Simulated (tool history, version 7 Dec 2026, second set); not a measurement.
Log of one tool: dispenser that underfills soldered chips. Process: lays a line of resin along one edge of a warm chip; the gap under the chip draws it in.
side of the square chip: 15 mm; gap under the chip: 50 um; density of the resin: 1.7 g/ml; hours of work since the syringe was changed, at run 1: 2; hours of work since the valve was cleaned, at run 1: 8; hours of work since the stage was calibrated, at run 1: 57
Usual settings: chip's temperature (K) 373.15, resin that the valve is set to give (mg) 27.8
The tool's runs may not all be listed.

run   hour  chip's temperature (K)  resin that the valve is set to give (mg)  hours of work since the syringe was changed  hours of work since the valve was cleaned  hours of work since the stage was calibrated  time until the resin shows at the far edge (s)  resin that the valve gave (mg)
  1      0                  373.15                                      27.8                                            2                                          8                                            57                                           293.7                           27.58
       8.1  -- new syringe of resin
  2    9.7                  373.15                                      27.8                                            1                                         13                                            62                                           261.7                           27.59
  3   15.9                  373.15                                      27.8                                            5                                         17                                            66                                           355.4                           27.29
      20.1  -- new syringe of resin
  4   21.3                  373.15                                      27.8                                            1                                         20                                            70                                           259.7                           27.28
  5   27.5                  373.15                                      31.4                                            5                                         24                                            73                                           349.2                           30.77
      32.1  -- new syringe of resin
  6   35.4                  373.15                                      31.4                                            2                                         29                                            78                                           287.7                            30.8
  7     42                  373.15                                      31.4                                            6                                         33                                            82                                           399.9                           30.79
      43.8  -- new syringe of resin
  8   54.1                  373.15                                      31.4                                            6                                         40                                            89                                           410.3                           30.56
      55.4  -- new syringe of resin
  9   64.9                  373.15                                      31.4                                            6                                         47                                            96                                           389.3                           30.41
      67.4  -- new syringe of resin
 10   73.2                  387.15                                      27.8                                            4                                         52                                           101                                           221.9                           26.81
        79  -- new syringe of resin
 11   83.7                  374.15                                      27.8                                            3                                         58                                           107                                           301.7                           26.51
      90.5  -- new syringe of resin
 12   94.9                  373.15                                      27.8                                            3                                         65                                           114                                           305.6                           26.66
 13  101.4                  373.15                                      29.7                                            7                                         69                                           118                                           418.2                           28.26
     102.6  -- new syringe of resin
 14  108.9                  373.15                                      29.7                                            4                                         73                                           122                                           336.7                           28.22
     114.4  -- new syringe of resin
 15  118.9                  373.15                                      29.7                                            3                                         79                                           128                                           316.9                           28.18
       126  -- new syringe of resin
 16  126.1                  373.15                                      29.7                                            0                                         84                                           133                                             242                           27.93
 17  133.9                  384.15                                      29.7                                            5                                         88                                           138                                           272.2                           27.71
     137.7  -- new syringe of resin
 18  140.9                  383.15                                      27.3                                            2                                         93                                           142                                           226.2                           25.57
     149.3  -- new syringe of resin
 19  150.4                  383.15                                      27.3                                            1                                         98                                           147                                           195.8                           25.45
     160.6  -- new syringe of resin
 20  161.1                  361.15                                        30                                            0                                        105                                           154                                           363.8                           27.78
 21  169.9                  388.15                                      33.3                                            6                                        110                                           159                                           262.9                           30.48
     172.8  -- new syringe of resin
 22  176.3                  385.15                                      34.2                                            2                                        114                                           163                                           206.2                           31.43
 23  182.5                  366.15                                      35.4                                            6                                        118                                           167                                           484.5                           32.56
     184.4  -- new syringe of resin
 24  188.9                  375.15                                      30.2                                            3                                        122                                           171                                           302.6                           27.89
     196.3  -- new syringe of resin
 25  200.3                  368.15                                      27.8                                            2                                        128                                           178                                           360.6                           25.29
 26  206.9                  362.15                                        31                                            7                                        132                                           182                                           591.8                           28.15
     207.9  -- new syringe of resin
 27  214.8                  362.15                                        31                                            4                                        137                                           186                                           485.5                           27.78
     219.3  -- new syringe of resin
     222.1  -- dispensing valve cleaned and set on the balance
 28  225.7                  362.15                                      29.6                                            3                                          2                                           192                                           442.6                           29.64
       232  -- new syringe of resin
 29  234.4                  365.15                                      33.5                                            2                                          7                                           197                                           342.5                           33.37
     243.6  -- new syringe of resin
 30  245.2                  365.15                                      35.3                                            1                                         14                                           204                                           335.8                            35.1
 31  253.7                  365.15                                      35.3                                            6                                         19                                           209                                           516.9                           34.68
     255.8  -- new syringe of resin
 32  259.8                  360.15                                      33.4                                            2                                         23                                           213                                           446.3                           33.01
     267.3  -- new syringe of resin
 33  271.7                  360.15                                      33.4                                            3                                         30                                           220                                           449.6                           32.62
     279.2  -- new syringe of resin
 34  279.6                  386.15                                      28.6                                            0                                         35                                           225                                           176.9                           28.09

3 ways to go on from here, each from the tool as it stands after run 34. What would each give?
  A  288.4                  375.15                                      32.4                                            6                                         40                                           230                                               ?                               ?
  B  288.4                  369.15                                      34.5                                            6                                         40                                           230                                               ?                               ?
  C  288.4                  364.15                                      25.1                                            6                                         40                                           230                                               ?                               ?

run  time until the resin shows at the far edge (s)  resin that the valve gave (mg)
  A                                           377.6                           31.57
  B                                           441.4                           33.46
  C                                           542.9                           24.36
Without the tool's hidden state the same runs would have given:
run  time until the resin shows at the far edge (s)  resin that the valve gave (mg)
  A                                           226.1                           32.41
  B                                             264                           34.34
  C                                           322.2                           25.01

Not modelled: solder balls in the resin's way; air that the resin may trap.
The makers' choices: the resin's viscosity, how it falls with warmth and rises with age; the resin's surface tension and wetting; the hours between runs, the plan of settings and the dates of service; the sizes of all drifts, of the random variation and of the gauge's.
